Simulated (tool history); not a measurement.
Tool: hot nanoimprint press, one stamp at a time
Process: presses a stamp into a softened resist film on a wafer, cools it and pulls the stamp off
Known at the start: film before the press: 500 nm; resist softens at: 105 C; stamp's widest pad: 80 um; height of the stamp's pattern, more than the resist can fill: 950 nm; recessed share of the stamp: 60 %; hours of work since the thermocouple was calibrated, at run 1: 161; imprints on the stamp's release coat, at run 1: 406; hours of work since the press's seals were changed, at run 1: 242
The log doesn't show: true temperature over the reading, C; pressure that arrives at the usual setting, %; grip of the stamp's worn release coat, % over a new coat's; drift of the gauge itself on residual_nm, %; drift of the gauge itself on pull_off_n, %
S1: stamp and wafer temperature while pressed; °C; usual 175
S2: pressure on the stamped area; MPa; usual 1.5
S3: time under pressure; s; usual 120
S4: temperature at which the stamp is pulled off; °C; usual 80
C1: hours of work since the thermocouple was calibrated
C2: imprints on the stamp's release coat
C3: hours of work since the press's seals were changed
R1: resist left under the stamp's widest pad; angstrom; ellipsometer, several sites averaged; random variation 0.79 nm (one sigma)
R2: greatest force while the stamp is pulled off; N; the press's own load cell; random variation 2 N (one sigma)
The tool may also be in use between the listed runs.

Run 1, hour 0: usual settings; C1 161; C2 406; C3 242. Result: R1 2705 angstrom, R2 176 N.
Run 2, hour 16.5: usual settings; C1 170; C2 468; C3 250. Result: R1 2705 angstrom, R2 180 N.
Run 3, hour 24.2: usual settings but S1 184 °C; C1 174; C2 497; C3 254. Result: R1 2021 angstrom, R2 177 N.
At hour 42.8: stamp cleaned and given a new release coat.
Run 4, hour 48.2: usual settings but S1 184 °C; C1 183; C2 20; C3 264. Result: R1 2024 angstrom, R2 178 N.
Run 5, hour 58.6: usual settings but S1 184 °C; C1 189; C2 60; C3 269. Result: R1 2018 angstrom, R2 180 N.
Run 6, hour 68.1: usual settings but S1 184 °C; C1 194; C2 96; C3 274. Result: R1 2039 angstrom, R2 175 N.
Run 7, hour 80.5: usual settings but S4 73 °C; C1 200; C2 143; C3 281. Result: R1 2714 angstrom, R2 192 N.
Run 8, hour 93.4: usual settings; C1 207; C2 192; C3 287. Result: R1 2734 angstrom, R2 179 N.
Run 9, hour 105.1: usual settings; C1 213; C2 236; C3 294. Result: R1 2721 angstrom, R2 177 N.
Run 10, hour 117.1: usual settings; C1 219; C2 282; C3 300. Result: R1 2743 angstrom, R2 180 N.
Run 11, hour 129.7: usual settings but S4 71 °C; C1 226; C2 329; C3 307. Result: R1 2727 angstrom, R2 194 N.
Run 12, hour 138.8: usual settings but S4 71 °C; C1 231; C2 364; C3 311. Result: R1 2746 angstrom, R2 196 N.
Run 13, hour 153.8: usual settings but S4 71 °C; C1 239; C2 421; C3 319. Result: R1 2752 angstrom, R2 195 N.
Run 14, hour 170.9: usual settings but S1 168 °C, S2 1.28 MPa, S4 71 °C; C1 248; C2 486; C3 328. Result: R1 3601 angstrom, R2 192 N.
Run 15, hour 182.5: usual settings but S1 168 °C, S2 1.28 MPa, S4 71 °C; C1 254; C2 530; C3 334. Result: R1 3608 angstrom, R2 195 N.
At hour 193.6: stamp cleaned and given a new release coat.
Run 16, hour 196.5: usual settings but S1 168 °C, S2 1.29 MPa, S3 79 s, S4 67 °C; C1 258; C2 11; C3 338. Result: R1 3941 angstrom, R2 198 N.
At hour 197.4: gauge calibrated.
Run 17, hour 211.5: usual settings but S1 168 °C, S2 1.29 MPa, S3 79 s, S4 67 °C; C1 266; C2 68; C3 346. Result: R1 3876 angstrom, R2 204 N.
Run 18, hour 225: usual settings but S1 173 °C; C1 273; C2 119; C3 353. Result: R1 2882 angstrom, R2 179 N.
Run 19, hour 239.7: usual settings but S1 167 °C, S4 72 °C; C1 281; C2 174; C3 361. Result: R1 3451 angstrom, R2 194 N.
Run 20, hour 255: usual settings but S2 1.38 MPa, S4 75 °C; C1 289; C2 233; C3 369. Result: R1 2818 angstrom, R2 183 N.
Run 21, hour 270.1: usual settings but S2 1.38 MPa, S3 117 s, S4 75 °C; C1 297; C2 290; C3 377. Result: R1 2852 angstrom, R2 190 N.
Run 22, hour 287.6: usual settings but S2 1.38 MPa, S3 117 s, S4 75 °C; C1 306; C2 356; C3 386. Result: R1 2855 angstrom, R2 189 N.
Run 23, hour 301.3: usual settings but S2 1.38 MPa, S3 117 s, S4 75 °C; C1 313; C2 408; C3 393. Result: R1 2868 angstrom, R2 187 N.
Run 24, hour 316.3: usual settings but S2 1.65 MPa, S3 184 s, S4 81 °C; C1 321; C2 465; C3 401. Result: R1 2270 angstrom, R2 181 N.
Run 25, hour 330.7: usual settings but S2 1.4 MPa; C1 328; C2 519; C3 409. Result: R1 2838 angstrom, R2 178 N.
At hour 344.7: stamp cleaned and given a new release coat.
Run 26, hour 347.8: usual settings but S2 1.23 MPa, S3 149 s, S4 68 °C; C1 334; C2 12; C3 415. Result: R1 2803 angstrom, R2 197 N.

The same runs without the tool's hidden state, with the same run-to-run variation:
run    R1
  1  2703
  2  2698
  3  2014
  4  2013
  5  2004
  6  2022
  7  2689
  8  2704
  9  2688
 10  2705
 11  2686
 12  2702
 13  2703
 14  3531
 15  3533
 16  3857
 17  3867
 18  2869
 19  3431
 20  2796
 21  2825
 22  2822
 23  2831
 24  2236
 25  2791
 26  2753
R2: within 2 N of the measured result in every run.
